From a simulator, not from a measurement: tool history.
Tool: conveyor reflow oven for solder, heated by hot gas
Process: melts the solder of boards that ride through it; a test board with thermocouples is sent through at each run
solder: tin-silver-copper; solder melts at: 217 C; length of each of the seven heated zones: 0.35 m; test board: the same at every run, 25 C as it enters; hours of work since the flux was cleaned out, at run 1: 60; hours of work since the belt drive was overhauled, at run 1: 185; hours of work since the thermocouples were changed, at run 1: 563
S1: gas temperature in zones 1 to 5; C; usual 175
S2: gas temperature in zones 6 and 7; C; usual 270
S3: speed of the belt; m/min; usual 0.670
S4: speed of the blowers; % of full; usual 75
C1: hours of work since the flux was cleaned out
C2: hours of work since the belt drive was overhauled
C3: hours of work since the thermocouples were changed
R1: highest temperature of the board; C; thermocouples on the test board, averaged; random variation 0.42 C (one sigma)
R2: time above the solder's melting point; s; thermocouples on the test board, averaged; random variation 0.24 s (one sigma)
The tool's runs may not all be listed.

run 1 hour=0.0 | S1=175 S2=270 S3=0.670 S4=75 | C1=60 C2=185 C3=563 | R1=252.9 R2=48.3
run 2 hour=85.3 | S1=175 S2=270 S3=0.670 S4=75 | C1=106 C2=231 C3=609 | R1=253.4 R2=48.1
run 3 hour=159.9 | S1=175 S2=262 S3=0.670 S4=75 | C1=146 C2=271 C3=649 | R1=245.8 R2=43.9
run 4 hour=238.1 | S1=175 S2=269 S3=0.670 S4=75 | C1=188 C2=313 C3=691 | R1=252.4 R2=47.3
run 5 hour=285.6 | S1=175 S2=270 S3=0.670 S4=78 | C1=213 C2=338 C3=717 | R1=254.3 R2=48.5
run 6 hour=353.1 | S1=175 S2=270 S3=0.670 S4=78 | C1=249 C2=374 C3=753 | R1=253.2 R2=48.4
run 7 hour=427.0 | S1=175 S2=270 S3=0.670 S4=78 | C1=289 C2=414 C3=792 | R1=252.8 R2=48.3
-- hour=487.2 flux residue cleaned out of gas plates and filters
run 8 hour=506.3 | S1=175 S2=270 S3=0.670 S4=78 | C1=10 C2=454 C3=832 | R1=254.8 R2=49.3
run 9 hour=554.8 | S1=175 S2=270 S3=0.670 S4=78 | C1=36 C2=480 C3=858 | R1=254.1 R2=48.7
-- hour=629.7 thermocouples of zones 6 and 7 changed
run 10 hour=642.2 | S1=175 S2=270 S3=0.670 S4=78 | C1=82 C2=525 C3=7 | R1=255.3 R2=50.1
run 11 hour=703.5 | S1=175 S2=270 S3=0.670 S4=78 | C1=115 C2=558 C3=40 | R1=255.8 R2=49.6
run 12 hour=758.4 | S1=175 S2=270 S3=0.670 S4=66 | C1=144 C2=588 C3=69 | R1=251.8 R2=47.5
run 13 hour=807.7 | S1=175 S2=270 S3=0.670 S4=66 | C1=171 C2=614 C3=95 | R1=252.7 R2=46.7
run 14 hour=890.9 | S1=175 S2=270 S3=0.670 S4=66 | C1=215 C2=659 C3=140 | R1=251.7 R2=46.8
run 15 hour=944.6 | S1=175 S2=270 S3=0.715 S4=66 | C1=244 C2=688 C3=169 | R1=249.5 R2=41.5
run 16 hour=1012.6 | S1=184 S2=270 S3=0.670 S4=73 | C1=280 C2=724 C3=205 | R1=254.5 R2=52.4
run 17 hour=1071.8 | S1=175 S2=283 S3=0.576 S4=52 | C1=312 C2=756 C3=237 | R1=263.7 R2=62.1
-- hour=1082.9 flux residue cleaned out of gas plates and filters
run 18 hour=1119.8 | S1=185 S2=269 S3=0.718 S4=52 | C1=20 C2=779 C3=260 | R1=246.6 R2=42.1
run 19 hour=1173.4 | S1=168 S2=269 S3=0.718 S4=54 | C1=49 C2=807 C3=289 | R1=242.2 R2=34.6
run 20 hour=1230.9 | S1=168 S2=269 S3=0.718 S4=54 | C1=79 C2=838 C3=320 | R1=242.8 R2=34.5
run 21 hour=1290.6 | S1=162 S2=267 S3=0.718 S4=54 | C1=111 C2=870 C3=352 | R1=238.9 R2=30.2
run 22 hour=1340.5 | S1=162 S2=267 S3=0.744 S4=54 | C1=138 C2=897 C3=378 | R1=237.1 R2=27.3
run 23 hour=1430.9 | S1=162 S2=267 S3=0.744 S4=54 | C1=187 C2=946 C3=427 | R1=236.4 R2=26.8
run 24 hour=1507.4 | S1=162 S2=267 S3=0.744 S4=54 | C1=227 C2=986 C3=468 | R1=236.2 R2=27.1
run 25 hour=1547.6 | S1=162 S2=267 S3=0.744 S4=54 | C1=249 C2=1008 C3=489 | R1=237.1 R2=26.8
run 26 hour=1637.6 | S1=162 S2=267 S3=0.644 S4=67 | C1=297 C2=1056 C3=538 | R1=247.7 R2=42.8
-- hour=1678.9 flux residue cleaned out of gas plates and filters
run 27 hour=1685.5 | S1=162 S2=267 S3=0.644 S4=67 | C1=4 C2=1079 C3=560 | R1=249.7 R2=44.4
run 28 hour=1760.8 | S1=162 S2=267 S3=0.644 S4=67 | C1=44 C2=1120 C3=601 | R1=249.1 R2=45.0
-- hour=1776.4 belt drive overhauled, speed set with a stopwatch
run 29 hour=1815.6 | S1=175 S2=274 S3=0.741 S4=75 | C1=71 C2=21 C3=628 | R1=253.6 R2=43.2
run 30 hour=1897.4 | S1=175 S2=274 S3=0.586 S4=88 | C1=115 C2=65 C3=672 | R1=262.9 R2=62.1

Hidden state or all else? Some run-to-run changes of R1, split into what the settings, what came in and random variation would give without the hidden state, and what is left for the hidden state (with any gauge scatter that isn't in both results):
The hidden state here: heat that the gas passes to the board, % of a clean oven's; belt's true speed, % of the reading; true gas temperature in zones 6 and 7 over the reading, C; drift of the gauge itself on peak_c, C; drift of the gauge itself on liquid_s, %.
Run 7 -> 8: flux residue cleaned out of gas plates and filters. R1 +2.0 C: hidden state +1.4, all else +0.6.
Run 9 -> 10: thermocouples of zones 6 and 7 changed. R1 +1.2 C: hidden state +1.4, all else -0.2.
Run 17 -> 18: S1 175 -> 185, S2 283 -> 269, S3 0.576 -> 0.718, flux residue cleaned out of gas plates and filters. R1 -17.1 C: hidden state +1.3, all else -18.4.
Run 25 -> 26: S3 0.744 -> 0.644, S4 54 -> 67. R1 +10.6 C: hidden state -0.6, all else +11.2.
Run 26 -> 27: flux residue cleaned out of gas plates and filters. R1 +2.0 C: hidden state +1.5, all else +0.5.
Run 29 -> 30: S3 0.741 -> 0.586, S4 75 -> 88. R1 +9.3 C: hidden state -0.1, all else +9.4.

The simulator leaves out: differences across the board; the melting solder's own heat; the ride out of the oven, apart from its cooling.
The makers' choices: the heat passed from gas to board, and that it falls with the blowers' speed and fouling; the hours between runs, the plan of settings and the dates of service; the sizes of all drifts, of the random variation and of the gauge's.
